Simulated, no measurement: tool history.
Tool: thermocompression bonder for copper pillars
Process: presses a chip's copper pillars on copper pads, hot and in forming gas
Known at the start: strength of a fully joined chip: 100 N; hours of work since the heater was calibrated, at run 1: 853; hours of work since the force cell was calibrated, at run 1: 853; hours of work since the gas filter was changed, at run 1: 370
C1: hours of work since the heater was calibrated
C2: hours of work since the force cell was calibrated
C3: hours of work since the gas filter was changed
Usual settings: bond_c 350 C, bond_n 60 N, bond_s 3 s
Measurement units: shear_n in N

Run 1, hour 0.0: usual settings; C1 853; C2 853; C3 370. Result: shear_n 54.2 N.
At hour 23.7: forming gas filter changed.
Run 2, hour 31.9: usual settings but bond_c 335 C; C1 877; C2 877; C3 7. Result: shear_n 52.3 N.
Run 3, hour 91.6: usual settings but bond_c 335 C; C1 924; C2 924; C3 53. Result: shear_n 54.1 N.
Run 4, hour 144.6: usual settings; C1 966; C2 966; C3 95. Result: shear_n 59.3 N.
Run 5, hour 182.2: usual settings; C1 995; C2 995; C3 125. Result: shear_n 58.7 N.
Run 6, hour 213.9: usual settings; C1 1020; C2 1020; C3 149. Result: shear_n 58.5 N.
Run 7, hour 258.0: usual settings; C1 1055; C2 1055; C3 184. Result: shear_n 58.7 N.
Run 8, hour 299.2: usual settings but bond_s 6 s; C1 1087; C2 1087; C3 216. Result: shear_n 70.4 N.
Run 9, hour 353.3: usual settings but bond_s 6 s; C1 1130; C2 1130; C3 259. Result: shear_n 69.3 N.
At hour 383.7: heater calibrated with a thermocouple chip.
At hour 385.2: force cell calibrated.
Run 10, hour 425.4: usual settings but bond_s 6 s; C1 32; C2 32; C3 313. Result: shear_n 61.3 N.
Run 11, hour 485.2: usual settings but bond_s 6 s; C1 78; C2 78; C3 360. Result: shear_n 62.9 N.
At hour 521.7: forming gas filter changed.
Run 12, hour 550.9: usual settings but bond_s 6 s; C1 130; C2 130; C3 23. Result: shear_n 67.7 N.
Run 13, hour 613.3: usual settings; C1 179; C2 179; C3 72. Result: shear_n 53.3 N.
Run 14, hour 659.0: usual settings but bond_n 36 N; C1 215; C2 215; C3 108. Result: shear_n 35.3 N.
Run 15, hour 700.7: usual settings but bond_n 36 N; C1 247; C2 247; C3 141. Result: shear_n 35.5 N.
Run 16, hour 749.9: usual settings; C1 286; C2 286; C3 179. Result: shear_n 53.5 N.
Run 17, hour 809.2: usual settings but bond_n 51 N; C1 333; C2 333; C3 226. Result: shear_n 47.1 N.
Run 18, hour 869.4: usual settings but bond_n 51 N; C1 380; C2 380; C3 273. Result: shear_n 47.3 N.
Run 19, hour 917.8: usual settings but bond_n 51 N; C1 418; C2 418; C3 311. Result: shear_n 46.4 N.
Run 20, hour 965.5: usual settings but bond_s 5 s; C1 455; C2 455; C3 348. Result: shear_n 61.4 N.
At hour 1013.7: forming gas filter changed.
Run 21, hour 1020.0: usual settings but bond_n 56 N; C1 498; C2 498; C3 5. Result: shear_n 54.4 N.
Run 22, hour 1083.3: usual settings but bond_c 348 C, bond_n 56 N, bond_s 4 s; C1 547; C2 547; C3 55. Result: shear_n 59.3 N.
Run 23, hour 1140.2: usual settings but bond_c 348 C, bond_s 4 s; C1 592; C2 592; C3 99. Result: shear_n 60.1 N.
Run 24, hour 1195.7: usual settings but bond_c 348 C, bond_n 41 N, bond_s 7 s; C1 636; C2 636; C3 143. Result: shear_n 54.5 N.
Run 25, hour 1240.9: usual settings but bond_c 374 C, bond_n 37 N, bond_s 2 s; C1 671; C2 671; C3 178. Result: shear_n 39.5 N.
Run 26, hour 1280.9: usual settings but bond_c 375 C, bond_n 59 N; C1 702; C2 702; C3 210. Result: shear_n 65.8 N.
Run 27, hour 1349.2: usual settings but bond_c 375 C, bond_n 59 N; C1 756; C2 756; C3 263. Result: shear_n 63.6 N.
Run 28, hour 1380.7: usual settings but bond_s 9 s; C1 781; C2 781; C3 288. Result: shear_n 74.4 N.
Run 29, hour 1421.2: usual settings but bond_c 373 C, bond_n 44 N, bond_s 7 s; C1 813; C2 813; C3 320. Result: shear_n 67.3 N.
Run 30, hour 1484.0: usual settings but bond_c 355 C, bond_n 44 N, bond_s 2 s; C1 862; C2 862; C3 369. Result: shear_n 37.9 N.
At hour 1507.7: forming gas filter changed.
Run 31, hour 1524.3: usual settings; C1 893; C2 893; C3 13. Result: shear_n 60.2 N.
Run 32, hour 1590.6: usual settings but bond_c 378 C, bond_n 80 N, bond_s 2 s; C1 945; C2 945; C3 65. Result: shear_n 75.4 N.
Run 33, hour 1631.7: usual settings but bond_c 362 C, bond_n 61 N, bond_s 7 s; C1 978; C2 978; C3 97. Result: shear_n 79.8 N.
Run 34, hour 1704.1: usual settings but bond_c 338 C, bond_s 8 s; C1 1034; C2 1034; C3 154. Result: shear_n 70.0 N.
Run 35, hour 1763.1: usual settings but bond_c 333 C, bond_n 43 N, bond_s 2 s; C1 1081; C2 1081; C3 200. Result: shear_n 33.0 N.
Run 36, hour 1821.3: usual settings but bond_c 333 C, bond_n 43 N, bond_s 2 s; C1 1126; C2 1126; C3 246. Result: shear_n 33.6 N.
At hour 1854.7: heater calibrated with a thermocouple chip.
At hour 1856.2: force cell calibrated.
Run 37, hour 1859.4: usual settings but bond_c 352 C, bond_n 46 N, bond_s 2 s; C1 3; C2 3; C3 273. Result: shear_n 35.7 N.
Run 38, hour 1919.5: usual settings but bond_c 352 C, bond_n 46 N, bond_s 5 s; C1 50; C2 50; C3 321. Result: shear_n 49.1 N.
Run 39, hour 1969.9: usual settings but bond_c 352 C, bond_n 44 N, bond_s 5 s; C1 89; C2 89; C3 360. Result: shear_n 49.3 N.

Predict each of these 4 candidate next runs independently; none follows another, all start after run 39:
At hour 2002.6: forming gas filter changed.
Run A, hour 2019.7: usual settings but bond_c 365 C; C1 128; C2 128; C3 13. Result: shear_n ?.
At hour 2002.6: forming gas filter changed.
Run B, hour 2019.7: usual settings but bond_c 360 C, bond_n 74 N, bond_s 2 s; C1 128; C2 128; C3 13. Result: shear_n ?.
At hour 2002.6: forming gas filter changed.
Run C, hour 2019.7: usual settings but bond_c 354 C, bond_s 7 s; C1 128; C2 128; C3 13. Result: shear_n ?.
At hour 2002.6: forming gas filter changed.
Run D, hour 2019.7: usual settings but bond_c 352 C, bond_n 86 N, bond_s 5 s; C1 128; C2 128; C3 13. Result: shear_n ?.

run  shear_n
  A     61.6
  B     60.7
  C     72.0
  D     79.8
Without the tool's hidden state the same runs would have given:
run  shear_n
  A     60.5
  B     59.7
  C     71.0
  D     78.9
